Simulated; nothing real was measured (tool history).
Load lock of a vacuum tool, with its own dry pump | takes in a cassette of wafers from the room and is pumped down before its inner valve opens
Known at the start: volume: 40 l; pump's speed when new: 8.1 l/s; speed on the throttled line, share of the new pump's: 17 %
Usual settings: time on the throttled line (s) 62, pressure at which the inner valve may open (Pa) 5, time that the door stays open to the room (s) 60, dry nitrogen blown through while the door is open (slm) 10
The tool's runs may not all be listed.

run,hour,time on the throttled line (s),pressure at which the inner valve may open (Pa),time that the door stays open to the room (s),dry nitrogen blown through while the door is open (slm),"incoming humidity of the room's air, %",time from the closed door until the inner valve may open (s),rise of the pressure with all valves shut (Pa/min)
1,0,62,5,60,10,43.3,101.7,0.051
2,377.9,62,5,60,10,40.7,101.4,0.05
3,778.6,62,5,228,10,43.3,101.7,0.112
4,985.9,93,5,228,10,48.5,127.2,0.126
5,1182.3,93,5,228,10,45.2,127.6,0.117
6,1531.3,62,5,233,10,46.2,102.1,0.121
7,1939.2,62,5,233,10,45.3,102.4,0.114
8,2362,62,5,60,10,41.7,102.6,0.053
9,2560.3,62,5,60,10,42.7,102.4,0.055
10,2778.1,62,5,60,9,41.9,103,0.059
11,3079.4,62,8,46,9,46,100.5,0.057
12,3505.1,31,8,60,40,45.8,74.3,0.047
13,3787.5,31,8,60,40,47.7,74.1,0.039
14,3968.2,31,7,60,17,45.5,75.3,0.053
15,4283.9,62,5,134,10,43.7,103.1,0.088

Forecast run 16:
16,4541.9,62,5,134,10,42.3,?,?

{"run 16": {"time from the closed door until the inner valve may open (s)": 102.4, "rise of the pressure with all valves shut (Pa/min)": 0.088}}
Without the tool's hidden state the same run would have given time from the closed door until the inner valve may open (s) 100.2, rise of the pressure with all valves shut (Pa/min) 0.078.
